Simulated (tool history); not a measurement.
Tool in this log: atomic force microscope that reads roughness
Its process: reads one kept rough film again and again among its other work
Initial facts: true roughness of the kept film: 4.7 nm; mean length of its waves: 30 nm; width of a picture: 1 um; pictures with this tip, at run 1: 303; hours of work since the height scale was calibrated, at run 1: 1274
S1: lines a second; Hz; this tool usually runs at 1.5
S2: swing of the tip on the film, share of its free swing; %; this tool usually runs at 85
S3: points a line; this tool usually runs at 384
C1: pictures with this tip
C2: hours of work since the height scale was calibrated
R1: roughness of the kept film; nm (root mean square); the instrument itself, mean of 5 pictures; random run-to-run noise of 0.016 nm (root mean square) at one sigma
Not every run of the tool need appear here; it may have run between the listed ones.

| run | hour | S1 | S2 | S3 | C1 | C2 | R1 |
|---|---|---|---|---|---|---|---|
| 1 | 0 | 1.5 | 85 | 384 | 303 | 1274 | 3.117 |
| 2 | 51.2 | 1.5 | 85 | 384 | 347 | 1296 | 2.992 |
| 3 | 92.7 | 1.5 | 85 | 384 | 383 | 1315 | 2.924 |
|  | 96.8 | new tip fitted |
| 4 | 171.9 | 1.5 | 85 | 674 | 65 | 1349 | 3.701 |
| 5 | 230.8 | 1.5 | 85 | 674 | 116 | 1375 | 3.534 |
| 6 | 293.7 | 1.5 | 85 | 674 | 170 | 1402 | 3.371 |
|  | 301.9 | height scale calibrated on a step standard |
| 7 | 333.5 | 1.5 | 85 | 268 | 203 | 14 | 3.278 |
| 8 | 408.8 | 1.5 | 85 | 268 | 268 | 47 | 3.133 |
| 9 | 448.3 | 1.5 | 85 | 268 | 302 | 64 | 3.036 |
| 10 | 490.5 | 3.89 | 85 | 729 | 338 | 83 | 2.665 |
|  | 495.5 | height scale calibrated on a step standard, once more |
| 11 | 542.6 | 1.01 | 80 | 728 | 382 | 21 | 2.988 |
|  | 550.6 | new tip fitted |
| 12 | 588.7 | 1.45 | 89 | 384 | 33 | 41 | 3.699 |
| 13 | 668.3 | 0.98 | 83 | 592 | 101 | 75 | 3.697 |
| 14 | 707.9 | 1.5 | 77 | 384 | 135 | 93 | 3.569 |
| 15 | 789 | 1.5 | 88 | 384 | 205 | 128 | 3.239 |

3 ways to go on from here, each from the tool as it stands after run 15. What would each give?
| A | 851.8 | 3.7 | 85 | 421 | 259 | 156 | ? |
| B | 851.8 | 1.99 | 89 | 925 | 259 | 156 | ? |
| C | 851.8 | 1.5 | 85 | 300 | 259 | 156 | ? |

| run | R1 |
|---|---|
| A | 2.811 |
| B | 3.01 |
| C | 3.161 |
Without the tool's unlogged condition, the same runs would have read:
| run | R1 |
|---|---|
| A | 3.451 |
| B | 3.693 |
| C | 3.88 |
